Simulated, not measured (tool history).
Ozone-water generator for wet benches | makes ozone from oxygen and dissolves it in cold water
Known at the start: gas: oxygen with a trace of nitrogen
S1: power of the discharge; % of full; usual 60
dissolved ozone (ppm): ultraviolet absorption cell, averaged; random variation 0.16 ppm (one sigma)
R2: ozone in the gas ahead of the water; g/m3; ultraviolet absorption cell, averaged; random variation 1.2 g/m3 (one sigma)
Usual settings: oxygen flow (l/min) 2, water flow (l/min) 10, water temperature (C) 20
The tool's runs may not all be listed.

run 1 hour=0 | S1=60 oxygen_flow_(l/min)=2 water_flow_(l/min)=10 water_temperature_(C)=20 | dissolved_ozone_(ppm)=20.4 R2=223.1
run 2 hour=12.2 | S1=60 oxygen_flow_(l/min)=2 water_flow_(l/min)=10 water_temperature_(C)=20 | dissolved_ozone_(ppm)=20.3 R2=219.8
run 3 hour=28.3 | S1=60 oxygen_flow_(l/min)=2 water_flow_(l/min)=10 water_temperature_(C)=20 | dissolved_ozone_(ppm)=20 R2=224.8
run 4 hour=47.5 | S1=60 oxygen_flow_(l/min)=2 water_flow_(l/min)=10 water_temperature_(C)=20 | dissolved_ozone_(ppm)=20.5 R2=224.2
run 5 hour=62.8 | S1=60 oxygen_flow_(l/min)=2 water_flow_(l/min)=10 water_temperature_(C)=20 | dissolved_ozone_(ppm)=20.7 R2=221.2
run 6 hour=88.6 | S1=60 oxygen_flow_(l/min)=2 water_flow_(l/min)=10 water_temperature_(C)=20 | dissolved_ozone_(ppm)=20.5 R2=222.6
run 7 hour=110.2 | S1=60 oxygen_flow_(l/min)=2 water_flow_(l/min)=10 water_temperature_(C)=20 | dissolved_ozone_(ppm)=20.4 R2=221.7
run 8 hour=137.4 | S1=60 oxygen_flow_(l/min)=2 water_flow_(l/min)=10 water_temperature_(C)=20 | dissolved_ozone_(ppm)=20.1 R2=220.6
-- hour=140.4 water thermometer calibrated
run 9 hour=151.4 | S1=46 oxygen_flow_(l/min)=2.06 water_flow_(l/min)=16 water_temperature_(C)=16 | dissolved_ozone_(ppm)=11.8 R2=182.4
run 10 hour=170.2 | S1=46 oxygen_flow_(l/min)=2.06 water_flow_(l/min)=16 water_temperature_(C)=16 | dissolved_ozone_(ppm)=12 R2=178.6
run 11 hour=194.4 | S1=67 oxygen_flow_(l/min)=1.01 water_flow_(l/min)=6 water_temperature_(C)=14 | dissolved_ozone_(ppm)=29.7 R2=315.8
run 12 hour=211.4 | S1=67 oxygen_flow_(l/min)=1.01 water_flow_(l/min)=6 water_temperature_(C)=15 | dissolved_ozone_(ppm)=29.8 R2=313.6
run 13 hour=225.2 | S1=52 oxygen_flow_(l/min)=2.12 water_flow_(l/min)=15 water_temperature_(C)=16 | dissolved_ozone_(ppm)=13.8 R2=195.6
run 14 hour=249.5 | S1=58 oxygen_flow_(l/min)=2 water_flow_(l/min)=10 water_temperature_(C)=20 | dissolved_ozone_(ppm)=19.8 R2=214.9
run 15 hour=262.3 | S1=60 oxygen_flow_(l/min)=1.12 water_flow_(l/min)=10 water_temperature_(C)=15 | dissolved_ozone_(ppm)=17.9 R2=280

4 ways to go on from here, each from the tool as it stands after run 15. What would each give?
run A hour=274.6 | S1=64 oxygen_flow_(l/min)=1.08 water_flow_(l/min)=6 water_temperature_(C)=20 | dissolved_ozone_(ppm)=? R2=?
run B hour=274.6 | S1=60 oxygen_flow_(l/min)=1.74 water_flow_(l/min)=7 water_temperature_(C)=20 | dissolved_ozone_(ppm)=? R2=?
run C hour=274.6 | S1=53 oxygen_flow_(l/min)=2.61 water_flow_(l/min)=10 water_temperature_(C)=17 | dissolved_ozone_(ppm)=? R2=?
run D hour=274.6 | S1=62 oxygen_flow_(l/min)=3.2 water_flow_(l/min)=10 water_temperature_(C)=20 | dissolved_ozone_(ppm)=? R2=?

run=A dissolved_ozone_(ppm)=27.8 R2=294.2
run=B dissolved_ozone_(ppm)=25.6 R2=233.2
run=C dissolved_ozone_(ppm)=20.2 R2=180
run=D dissolved_ozone_(ppm)=22.4 R2=189.9
Without the tool's hidden state the same runs would have given:
run=A dissolved_ozone_(ppm)=29.3 R2=297.1
run=B dissolved_ozone_(ppm)=27 R2=235.3
run=C dissolved_ozone_(ppm)=21.5 R2=181.5
run=D dissolved_ozone_(ppm)=23.9 R2=191.7

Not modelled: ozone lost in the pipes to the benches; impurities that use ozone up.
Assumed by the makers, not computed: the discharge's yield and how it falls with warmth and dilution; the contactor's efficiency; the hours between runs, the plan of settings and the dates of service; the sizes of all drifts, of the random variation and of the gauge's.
